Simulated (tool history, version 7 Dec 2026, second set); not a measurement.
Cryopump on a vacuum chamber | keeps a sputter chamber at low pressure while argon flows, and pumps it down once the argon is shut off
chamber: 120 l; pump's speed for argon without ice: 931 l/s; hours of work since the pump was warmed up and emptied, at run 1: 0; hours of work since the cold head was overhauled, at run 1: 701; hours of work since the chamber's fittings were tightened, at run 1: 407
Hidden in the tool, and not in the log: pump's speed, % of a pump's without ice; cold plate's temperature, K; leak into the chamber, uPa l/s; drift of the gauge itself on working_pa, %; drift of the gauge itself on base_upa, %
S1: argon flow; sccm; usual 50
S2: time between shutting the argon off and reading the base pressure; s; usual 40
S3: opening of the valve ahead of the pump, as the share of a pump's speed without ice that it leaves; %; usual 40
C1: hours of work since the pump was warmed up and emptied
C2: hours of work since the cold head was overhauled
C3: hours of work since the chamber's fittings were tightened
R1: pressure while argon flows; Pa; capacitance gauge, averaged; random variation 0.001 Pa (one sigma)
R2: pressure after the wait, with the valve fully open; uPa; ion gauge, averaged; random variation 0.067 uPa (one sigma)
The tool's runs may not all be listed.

run 1 hour=0.0 | S1=50 S2=40 S3=40 | C1=0 C2=701 C3=407 | R1=0.2261 R2=4.57
run 2 hour=33.8 | S1=50 S2=40 S3=40 | C1=28 C2=729 C3=435 | R1=0.2301 R2=4.67
run 3 hour=60.1 | S1=50 S2=40 S3=40 | C1=50 C2=751 C3=457 | R1=0.2291 R2=4.67
run 4 hour=89.9 | S1=50 S2=40 S3=40 | C1=75 C2=776 C3=482 | R1=0.2309 R2=4.73
run 5 hour=114.4 | S1=50 S2=40 S3=40 | C1=95 C2=796 C3=502 | R1=0.2306 R2=4.73
run 6 hour=138.3 | S1=50 S2=40 S3=40 | C1=115 C2=816 C3=522 | R1=0.2323 R2=4.53
run 7 hour=170.2 | S1=50 S2=85 S3=40 | C1=142 C2=843 C3=549 | R1=0.2303 R2=2.58
run 8 hour=224.3 | S1=50 S2=85 S3=40 | C1=187 C2=888 C3=594 | R1=0.2329 R2=2.65
run 9 hour=271.4 | S1=50 S2=85 S3=40 | C1=226 C2=927 C3=633 | R1=0.2358 R2=2.74
run 10 hour=309.2 | S1=50 S2=85 S3=40 | C1=257 C2=958 C3=664 | R1=0.2376 R2=2.65
run 11 hour=365.8 | S1=50 S2=85 S3=40 | C1=304 C2=1005 C3=712 | R1=0.2372 R2=2.74
run 12 hour=391.6 | S1=50 S2=85 S3=40 | C1=326 C2=1027 C3=733 | R1=0.2381 R2=2.83
run 13 hour=439.7 | S1=50 S2=85 S3=40 | C1=366 C2=1067 C3=773 | R1=0.2419 R2=2.76
run 14 hour=472.5 | S1=50 S2=85 S3=40 | C1=393 C2=1094 C3=800 | R1=0.2386 R2=2.88
run 15 hour=526.8 | S1=50 S2=85 S3=18 | C1=438 C2=1139 C3=846 | R1=0.5230 R2=2.90
run 16 hour=568.1 | S1=50 S2=85 S3=18 | C1=473 C2=1174 C3=880 | R1=0.5210 R2=3.02
run 17 hour=616.1 | S1=50 S2=85 S3=18 | C1=513 C2=1214 C3=920 | R1=0.5267 R2=3.05
run 18 hour=669.3 | S1=50 S2=85 S3=18 | C1=557 C2=1258 C3=964 | R1=0.5228 R2=3.05
run 19 hour=713.3 | S1=50 S2=43 S3=50 | C1=594 C2=1295 C3=1001 | R1=0.2007 R2=4.85
run 20 hour=747.3 | S1=31 S2=30 S3=34 | C1=622 C2=1323 C3=1029 | R1=0.1790 R2=6.64
run 21 hour=776.8 | S1=31 S2=30 S3=34 | C1=646 C2=1347 C3=1054 | R1=0.1805 R2=6.57
-- hour=820.4 pump warmed up, emptied and cooled again
run 22 hour=826.3 | S1=31 S2=30 S3=34 | C1=5 C2=1384 C3=1091 | R1=0.1672 R2=6.26
run 23 hour=882.5 | S1=51 S2=49 S3=40 | C1=52 C2=1431 C3=1137 | R1=0.2328 R2=4.35
run 24 hour=915.9 | S1=72 S2=40 S3=40 | C1=79 C2=1459 C3=1165 | R1=0.3322 R2=5.15
run 25 hour=942.4 | S1=72 S2=40 S3=40 | C1=101 C2=1481 C3=1187 | R1=0.3334 R2=5.15
run 26 hour=974.2 | S1=72 S2=40 S3=40 | C1=128 C2=1508 C3=1214 | R1=0.3321 R2=5.20
run 27 hour=1028.2 | S1=72 S2=40 S3=40 | C1=173 C2=1552 C3=1259 | R1=0.3340 R2=5.15
run 28 hour=1078.2 | S1=50 S2=235 S3=45 | C1=214 C2=1594 C3=1300 | R1=0.2113 R2=1.96

5 ways to go on from here, each from the tool as it stands after run 28. What would each give?
run A hour=1133.5 | S1=36 S2=40 S3=40 | C1=260 C2=1640 C3=1346 | R1=? R2=?
run B hour=1133.5 | S1=50 S2=40 S3=21 | C1=260 C2=1640 C3=1346 | R1=? R2=?
run C hour=1133.5 | S1=50 S2=40 S3=17 | C1=260 C2=1640 C3=1346 | R1=? R2=?
run D hour=1133.5 | S1=21 S2=121 S3=22 | C1=260 C2=1640 C3=1346 | R1=? R2=?
run E hour=1133.5 | S1=55 S2=235 S3=16 | C1=260 C2=1640 C3=1346 | R1=? R2=?

run=A R1=0.1704 R2=5.36
run=B R1=0.4435 R2=5.35
run=C R1=0.5393 R2=5.33
run=D R1=0.1765 R2=2.60
run=E R1=0.6337 R2=2.00
Without the tool's hidden state the same runs would have given:
run=A R1=0.1639 R2=4.33
run=B R1=0.4344 R2=4.32
run=C R1=0.5303 R2=4.30
run=D R1=0.1727 R2=1.59
run=E R1=0.6238 R2=0.98

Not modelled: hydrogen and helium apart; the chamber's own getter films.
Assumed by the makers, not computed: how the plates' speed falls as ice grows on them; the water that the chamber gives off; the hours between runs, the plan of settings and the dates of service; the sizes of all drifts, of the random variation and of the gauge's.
